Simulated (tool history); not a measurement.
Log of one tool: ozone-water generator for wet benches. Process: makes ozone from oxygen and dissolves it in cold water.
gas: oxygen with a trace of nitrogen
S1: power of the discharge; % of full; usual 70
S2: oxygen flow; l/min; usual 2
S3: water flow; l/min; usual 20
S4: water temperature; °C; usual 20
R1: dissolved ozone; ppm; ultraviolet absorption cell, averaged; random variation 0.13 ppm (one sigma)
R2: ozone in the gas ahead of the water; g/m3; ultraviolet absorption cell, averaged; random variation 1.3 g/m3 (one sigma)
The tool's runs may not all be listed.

| run | hour | S1 | S2 | S3 | S4 | R1 | R2 |
|---|---|---|---|---|---|---|---|
| 1 | 0 | 70 | 2 | 20 | 20 | 14.3 | 239.8 |
| 2 | 62.7 | 70 | 2 | 20 | 20 | 14.3 | 240.4 |
| 3 | 137.6 | 70 | 2 | 25 | 20 | 11.5 | 239.7 |
| 4 | 188.4 | 70 | 1.01 | 25 | 20 | 8.6 | 317.4 |
| 5 | 240.8 | 70 | 1.01 | 25 | 20 | 8.9 | 315.9 |
| 6 | 328.9 | 70 | 1.01 | 25 | 20 | 8.5 | 317.9 |
| 7 | 429.9 | 70 | 1.43 | 25 | 20 | 10 | 270.1 |
| 8 | 546.9 | 70 | 1.43 | 25 | 20 | 10.3 | 272.7 |
| 9 | 621.6 | 70 | 2 | 20 | 19 | 14.5 | 233.5 |
| 10 | 715.3 | 70 | 2 | 20 | 19 | 14.5 | 235.4 |
| 11 | 815.2 | 70 | 2 | 20 | 19 | 14.4 | 234.9 |
| 12 | 901.3 | 70 | 2 | 20 | 20 | 14.6 | 233.4 |
| 13 | 1020.1 | 70 | 2 | 20 | 15 | 15.2 | 234.5 |
| 14 | 1139.3 | 70 | 2 | 20 | 15 | 14.8 | 233.8 |
| 15 | 1233 | 73 | 2 | 20 | 15 | 15.3 | 242.3 |
| 16 | 1318.2 | 73 | 2 | 20 | 15 | 15.8 | 244 |
| 17 | 1442.8 | 76 | 2 | 20 | 24 | 14.9 | 254 |
| 18 | 1542.5 | 70 | 2 | 32 | 20 | 9.3 | 234.9 |
| 19 | 1632 | 70 | 2 | 32 | 20 | 9 | 234.3 |
| 20 | 1731.1 | 70 | 2 | 32 | 20 | 9.3 | 234.2 |
| 21 | 1820.1 | 70 | 1.44 | 20 | 14 | 13.3 | 266.1 |
| 22 | 1945.7 | 77 | 1.21 | 25 | 22 | 10.4 | 314 |
| 23 | 2050.7 | 73 | 1.02 | 20 | 20 | 11.6 | 320.7 |
| 24 | 2157.2 | 94 | 1.17 | 18 | 17 | 17.5 | 379.5 |
| 25 | 2282.7 | 70 | 2 | 30 | 13 | 10.1 | 232 |
| 26 | 2346.4 | 70 | 2 | 27 | 13 | 11.2 | 230.5 |
|  | 2406.1 | gauge calibrated |
| 27 | 2426.6 | 70 | 2 | 27 | 13 | 11.4 | 238.2 |
| 28 | 2534.2 | 70 | 2 | 27 | 13 | 11.2 | 239.4 |
| 29 | 2600.3 | 46 | 1.9 | 13 | 18 | 14.3 | 165.2 |
| 30 | 2660.3 | 64 | 1.62 | 13 | 15 | 18.9 | 237 |
| 31 | 2770.4 | 70 | 2.46 | 20 | 22 | 15.2 | 216.4 |

Forecast each of these 5 alternatives for the next run:
|  | 2831.7 | water thermometer calibrated |
| A | 2838.5 | 70 | 1.55 | 20 | 22 | ? | ? |
|  | 2831.7 | water thermometer calibrated |
| B | 2838.5 | 45 | 2.46 | 16 | 25 | ? | ? |
|  | 2831.7 | water thermometer calibrated |
| C | 2838.5 | 46 | 2.15 | 24 | 20 | ? | ? |
|  | 2831.7 | water thermometer calibrated |
| D | 2838.5 | 67 | 2 | 19 | 20 | ? | ? |
|  | 2831.7 | water thermometer calibrated |
| E | 2838.5 | 70 | 2.08 | 18 | 21 | ? | ? |

| run | R1 | R2 |
|---|---|---|
| A | 13 | 262.4 |
| B | 11.8 | 145.6 |
| C | 8.4 | 155.7 |
| D | 14.6 | 229.8 |
| E | 15.8 | 233.2 |
Without the tool's hidden state the same runs would have given:
| run | R1 | R2 |
|---|---|---|
| A | 13 | 263.9 |
| B | 11.8 | 146.4 |
| C | 8.4 | 156.5 |
| D | 14.6 | 231.1 |
| E | 15.8 | 234.5 |
